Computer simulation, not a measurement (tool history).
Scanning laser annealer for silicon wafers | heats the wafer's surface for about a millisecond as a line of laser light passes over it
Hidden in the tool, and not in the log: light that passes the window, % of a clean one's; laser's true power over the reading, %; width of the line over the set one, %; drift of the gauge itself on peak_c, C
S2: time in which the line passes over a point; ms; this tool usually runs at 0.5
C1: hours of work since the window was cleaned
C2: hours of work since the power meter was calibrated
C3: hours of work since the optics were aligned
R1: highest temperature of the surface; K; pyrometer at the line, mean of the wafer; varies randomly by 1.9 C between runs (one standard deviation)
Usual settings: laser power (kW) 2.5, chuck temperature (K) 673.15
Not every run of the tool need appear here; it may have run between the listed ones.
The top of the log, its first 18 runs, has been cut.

Run 19, hour 160.3: usual settings but laser power (kW) 2.158, S2 0.608 ms; C1 335; C2 319; C3 288. Result: R1 1325.15 K.
Run 20, hour 170.4: usual settings but laser power (kW) 2.158, S2 0.364 ms, chuck temperature (K) 692.15; C1 340; C2 325; C3 294. Result: R1 1173.15 K.
Run 21, hour 180.1: usual settings but laser power (kW) 2.139, chuck temperature (K) 679.15; C1 346; C2 330; C3 299. Result: R1 1255.15 K.
Run 22, hour 188.7: usual settings but S2 0.352 ms; C1 351; C2 335; C3 304. Result: R1 1242.15 K.
Run 23, hour 197: usual settings but laser power (kW) 2.605, S2 0.6 ms, chuck temperature (K) 647.15; C1 355; C2 340; C3 308. Result: R1 1473.15 K.
Run 24, hour 207.9: usual settings but laser power (kW) 2.721, S2 0.578 ms; C1 361; C2 346; C3 314. Result: R1 1525.15 K.
Run 25, hour 212.7: usual settings but laser power (kW) 2.721, S2 0.578 ms; C1 364; C2 348; C3 317. Result: R1 1530.15 K.
Run 26, hour 220.3: usual settings but S2 0.48 ms; C1 368; C2 353; C3 321. Result: R1 1360.15 K.
Run 27, hour 230: usual settings but laser power (kW) 2.371, S2 0.48 ms, chuck temperature (K) 672.15; C1 374; C2 358; C3 327. Result: R1 1313.15 K.

Estimate the outcome of run 28 from the log above:
Run 28, hour 235.7: usual settings but laser power (kW) 2.464, S2 0.48 ms, chuck temperature (K) 672.15; C1 377; C2 361; C3 330. Result: R1 ?.

Logged for run 28: R1 1344.15 K.
If the tool had no hidden condition, the same run with the same run-to-run variation would have returned R1 1344.15 K.
